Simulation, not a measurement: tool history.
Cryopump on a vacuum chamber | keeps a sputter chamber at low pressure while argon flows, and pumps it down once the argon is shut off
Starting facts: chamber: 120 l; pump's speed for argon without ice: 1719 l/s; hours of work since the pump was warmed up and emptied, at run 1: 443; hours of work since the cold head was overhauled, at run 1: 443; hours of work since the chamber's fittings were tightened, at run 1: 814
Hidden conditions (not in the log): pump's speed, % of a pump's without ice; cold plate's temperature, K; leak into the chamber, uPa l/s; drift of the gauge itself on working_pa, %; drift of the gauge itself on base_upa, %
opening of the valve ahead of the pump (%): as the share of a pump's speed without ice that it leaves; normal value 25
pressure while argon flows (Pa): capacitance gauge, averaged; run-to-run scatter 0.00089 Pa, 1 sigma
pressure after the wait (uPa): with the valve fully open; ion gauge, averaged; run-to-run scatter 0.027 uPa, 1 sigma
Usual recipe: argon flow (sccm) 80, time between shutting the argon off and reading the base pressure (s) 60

run	hour	argon flow (sccm)	time between shutting the argon off and reading the base pressure (s)	opening of the valve ahead of the pump (%)	hours of work since the pump was warmed up and emptied	hours of work since the cold head was overhauled	hours of work since the chamber's fittings were tightened	pressure while argon flows (Pa)	pressure after the wait (uPa)
1	0.0	80	60	25	443	443	814	0.3218	1.84
2	18.3	80	60	25	458	458	829	0.3212	1.86
3	27.2	75	60	25	466	466	837	0.3026	1.84
4	40.4	80	60	25	477	477	848	0.3218	1.88
5	60.0	80	222	25	494	494	864	0.3219	1.08
6	76.1	80	222	25	507	507	878	0.3226	1.15
7	95.9	80	222	25	524	524	895	0.3205	1.16
8	112.5	80	60	25	538	538	909	0.3248	1.90
9	128.5	80	60	25	551	551	922	0.3240	1.88
10	137.1	80	60	25	559	559	930	0.3227	1.96
11	152.3	80	60	25	572	572	943	0.3221	1.95
12	171.0	80	60	25	587	587	958	0.3254	1.97
13	188.7	80	60	25	602	602	973	0.3245	1.98
14	200.1	80	60	25	612	612	983	0.3231	1.98
15	219.7	80	60	25	629	629	1000	0.3247	2.01
16	236.5	80	60	25	643	643	1014	0.3250	2.04
17	256.5	80	60	25	660	660	1031	0.3241	2.15
18	273.2	32	29	50	674	674	1045	0.0674	3.17
19	289.1	90	209	51	687	687	1058	0.1851	1.31
20	305.5	58	60	33	701	701	1072	0.1806	2.06
21	320.9	67	60	26	714	714	1085	0.2622	2.09
22	337.6	67	60	26	728	728	1099	0.2626	2.14
23	348.0	142	120	20	737	737	1108	0.7200	1.62
24	363.0	80	60	27	750	750	1121	0.3037	2.04
25	379.0	88	139	26	763	763	1134	0.3460	1.54
26	394.7	80	33	36	777	777	1148	0.2312	3.07
27	414.4	90	159	22	793	793	1164	0.4150	1.51
28	423.9	43	38	25	801	801	1172	0.1766	2.71
29	443.6	153	196	25	818	818	1189	0.6231	1.47
30	456.6	58	33	25	829	829	1200	0.2378	3.09
# hour 463.3: pump warmed up, emptied and cooled again
31	473.5	58	33	25	9	839	1210	0.2291	2.87
32	493.3	121	30	18	25	856	1227	0.6646	3.14
33	505.7	64	25	29	36	866	1237	0.2184	3.55
34	514.3	65	167	34	43	874	1244	0.1897	1.43

What differs in the tool's unlogged condition from the final listed run ahead of each entry between runs to the first listed run following it?
Run 30 -> run 31: pump warmed up, emptied and cooled again (hour 463.3)
  pump's speed, % of a pump's without ice: 86 -> 99.5; leak into the chamber, uPa l/s: 1690 -> 1702
  measured result minus the result with no hidden state, pressure while argon flows (Pa): +0.0096 -> +0.0006; pressure after the wait (uPa): +0.99 -> +0.82
